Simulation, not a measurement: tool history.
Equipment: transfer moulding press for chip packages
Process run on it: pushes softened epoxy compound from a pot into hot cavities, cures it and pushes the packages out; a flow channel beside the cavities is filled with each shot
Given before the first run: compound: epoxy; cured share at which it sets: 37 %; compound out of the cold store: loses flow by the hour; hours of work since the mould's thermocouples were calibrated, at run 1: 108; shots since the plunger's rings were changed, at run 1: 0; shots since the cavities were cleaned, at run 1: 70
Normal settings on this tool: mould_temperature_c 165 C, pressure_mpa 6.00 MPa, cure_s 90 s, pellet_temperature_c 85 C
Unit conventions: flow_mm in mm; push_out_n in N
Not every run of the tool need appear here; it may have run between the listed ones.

run	hour	mould_temperature_c	pressure_mpa	cure_s	pellet_temperature_c	hours of work since the mould's thermocouples were calibrated	shots since the plunger's rings were changed	shots since the cavities were cleaned	incoming compound's hours out of the cold store	flow_mm	push_out_n
1	0.0	165	6.00	90	85	108	0	70	11.4	602	693
2	41.2	165	6.00	90	85	134	466	536	15.9	593	947
3	85.9	165	6.00	90	85	162	971	1041	32.1	559	1057
# hour 92.9: cavities cleaned with cleaning compound and waxed
4	158.4	165	6.00	90	85	207	1775	741	14.7	588	1028
# hour 194.5: cavities cleaned with cleaning compound and waxed
5	240.7	165	6.00	90	85	258	2689	523	11.8	581	926
# hour 291.3: cavities cleaned with cleaning compound and waxed
6	337.8	165	6.00	118	85	318	3770	525	42.6	532	622
# hour 390.5: cavities cleaned with cleaning compound and waxed
7	419.4	166	6.00	90	85	368	4676	327	23.4	553	747
# hour 492.2: cavities cleaned with cleaning compound and waxed
8	492.4	166	6.00	90	85	413	5484	1	11.2	566	555
# hour 582.0: plunger's sealing rings changed
# hour 591.4: cavities cleaned with cleaning compound and waxed
9	591.4	165	6.00	90	85	472	89	0	23.0	576	592
10	656.1	165	6.00	90	85	513	821	732	26.2	570	1003
# hour 693.9: cavities cleaned with cleaning compound and waxed
11	699.1	165	6.00	90	85	539	1290	59	23.2	571	628
12	782.5	165	6.00	90	85	591	2233	1002	27.0	559	1032
# hour 792.0: cavities cleaned with cleaning compound and waxed
13	861.6	165	6.00	90	85	640	3111	787	13.3	583	999
# hour 889.0: cavities cleaned with cleaning compound and waxed
14	910.7	165	6.00	90	85	670	3650	247	29.9	549	735
15	956.3	165	4.71	71	88	699	4165	762	40.8	468	1579
# hour 964.6: mould's thermocouples calibrated
# hour 995.7: cavities cleaned with cleaning compound and waxed
16	1005.7	165	5.41	82	84	25	4685	114	25.6	524	924
17	1046.0	165	5.41	82	95	50	5140	569	16.3	534	1142
# hour 1098.5: cavities cleaned with cleaning compound and waxed
18	1127.1	165	6.91	90	85	100	6041	324	12.6	609	846
# hour 1171.3: plunger's sealing rings changed
19	1191.8	165	6.91	90	85	139	232	1027	40.6	594	1038
# hour 1197.6: cavities cleaned with cleaning compound and waxed
20	1289.0	161	4.78	95	79	199	1314	1034	17.3	533	1260
# hour 1295.9: cavities cleaned with cleaning compound and waxed
21	1374.0	161	4.78	95	79	252	2259	883	38.8	494	1174
# hour 1395.4: cavities cleaned with cleaning compound and waxed
22	1447.0	167	4.78	95	79	297	3068	584	14.7	510	747
# hour 1495.2: cavities cleaned with cleaning compound and waxed
23	1538.7	168	6.00	119	85	353	4088	492	40.3	526	584
# hour 1600.2: cavities cleaned with cleaning compound and waxed
24	1615.6	162	6.22	84	87	401	4941	174	46.1	535	1011
25	1682.2	162	6.22	84	87	442	5695	928	44.4	536	1392
# hour 1698.9: cavities cleaned with cleaning compound and waxed
26	1729.2	162	6.22	84	87	471	6209	342	25.9	561	1239
# hour 1760.0: plunger's sealing rings changed
# hour 1803.4: cavities cleaned with cleaning compound and waxed
27	1805.4	162	6.22	84	87	516	497	23	19.1	596	854

Each row is a separate what-if for the run after 27, all from the same tool condition, not one after another. Results?
A	1862.2	162	6.22	84	84	552	1139	665	43.4	?	?
B	1862.2	165	5.53	90	90	552	1139	665	10.0	?	?
C	1862.2	165	6.00	90	95	552	1139	665	29.8	?	?

run	flow_mm	push_out_n
A	556	1273
B	574	957
C	560	858
What these runs would have given with no unlogged condition in the tool:
run	flow_mm	push_out_n
A	564	809
B	583	607
C	568	541
